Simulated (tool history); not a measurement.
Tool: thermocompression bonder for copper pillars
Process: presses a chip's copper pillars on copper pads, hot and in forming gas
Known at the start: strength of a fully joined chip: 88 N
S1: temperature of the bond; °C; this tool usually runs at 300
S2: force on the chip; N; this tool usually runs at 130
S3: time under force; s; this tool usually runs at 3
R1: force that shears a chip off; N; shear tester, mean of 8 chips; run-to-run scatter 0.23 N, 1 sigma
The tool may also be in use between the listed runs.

run 1 hour=0 | S1=300 S2=130 S3=3 | R1=50.8
run 2 hour=55.6 | S1=271 S2=130 S3=3 | R1=38.2
run 3 hour=81.4 | S1=271 S2=130 S3=3 | R1=38.1
run 4 hour=132.4 | S1=271 S2=130 S3=3 | R1=38.1
run 5 hour=181 | S1=300 S2=130 S3=4 | R1=53.6
run 6 hour=227.7 | S1=300 S2=130 S3=4 | R1=53.6
run 7 hour=277.1 | S1=300 S2=130 S3=4 | R1=52.8
run 8 hour=307.4 | S1=300 S2=130 S3=3 | R1=48.5
-- hour=351.9 forming gas filter changed
run 9 hour=351.9 | S1=270 S2=130 S3=3 | R1=41.1
run 10 hour=397.8 | S1=270 S2=116 S3=3 | R1=36
run 11 hour=443.1 | S1=270 S2=116 S3=3 | R1=35.9
run 12 hour=476.8 | S1=270 S2=116 S3=3 | R1=36.2
-- hour=483.9 force cell calibrated
run 13 hour=517.4 | S1=270 S2=116 S3=3 | R1=36.4
run 14 hour=562.9 | S1=270 S2=116 S3=2 | R1=30.8
-- hour=584.4 force cell calibrated, once more
run 15 hour=619.3 | S1=270 S2=116 S3=2 | R1=28.8
run 16 hour=674.6 | S1=270 S2=116 S3=2 | R1=28.4
run 17 hour=716.4 | S1=270 S2=116 S3=2 | R1=28.3
run 18 hour=749.9 | S1=279 S2=116 S3=2 | R1=31.3
run 19 hour=777 | S1=279 S2=116 S3=2 | R1=31.2
-- hour=816.7 heater calibrated with a thermocouple chip
run 20 hour=841.1 | S1=300 S2=130 S3=9 | R1=61.1
-- hour=876.7 forming gas filter changed
run 21 hour=885.1 | S1=300 S2=182 S3=7 | R1=76.9
run 22 hour=938.9 | S1=326 S2=150 S3=4 | R1=71.2
run 23 hour=1000.3 | S1=298 S2=175 S3=4 | R1=66
run 24 hour=1059.8 | S1=300 S2=142 S3=4 | R1=57.7
run 25 hour=1102.9 | S1=275 S2=132 S3=4 | R1=43.7
run 26 hour=1157.7 | S1=283 S2=132 S3=4 | R1=47
run 27 hour=1203.1 | S1=283 S2=132 S3=4 | R1=46.3
run 28 hour=1240.5 | S1=283 S2=132 S3=4 | R1=45.6
run 29 hour=1273.4 | S1=283 S2=132 S3=4 | R1=46
run 30 hour=1336.2 | S1=317 S2=113 S3=7 | R1=59.9
run 31 hour=1383.4 | S1=317 S2=113 S3=7 | R1=59.8
-- hour=1398.6 forming gas filter changed
run 32 hour=1411 | S1=300 S2=119 S3=2 | R1=42.5
run 33 hour=1454.9 | S1=330 S2=130 S3=3 | R1=64.2
run 34 hour=1494.3 | S1=325 S2=90 S3=3 | R1=45.8
run 35 hour=1535.7 | S1=287 S2=143 S3=2 | R1=43.7
run 36 hour=1594.3 | S1=287 S2=143 S3=2 | R1=43.2
run 37 hour=1651.9 | S1=287 S2=143 S3=2 | R1=43.1
-- hour=1707.6 heater calibrated with a thermocouple chip
run 38 hour=1709.3 | S1=300 S2=145 S3=7 | R1=65.3
run 39 hour=1755.3 | S1=284 S2=107 S3=4 | R1=38.5

4 options for the next run, each taken on its own from the tool as it stands now. Forecast them:
run A hour=1795.6 | S1=284 S2=81 S3=2 | R1=?
run B hour=1795.6 | S1=300 S2=176 S3=3 | R1=?
run C hour=1795.6 | S1=284 S2=87 S3=3 | R1=?
run D hour=1795.6 | S1=327 S2=103 S3=3 | R1=?

run=A R1=21.4
run=B R1=60.2
run=C R1=27.6
run=D R1=48.6
Take away the tool's hidden state, keep each run's random variation, and the runs would have read:
run=A R1=22.4
run=B R1=64.3
run=C R1=28.9
run=D R1=51.6
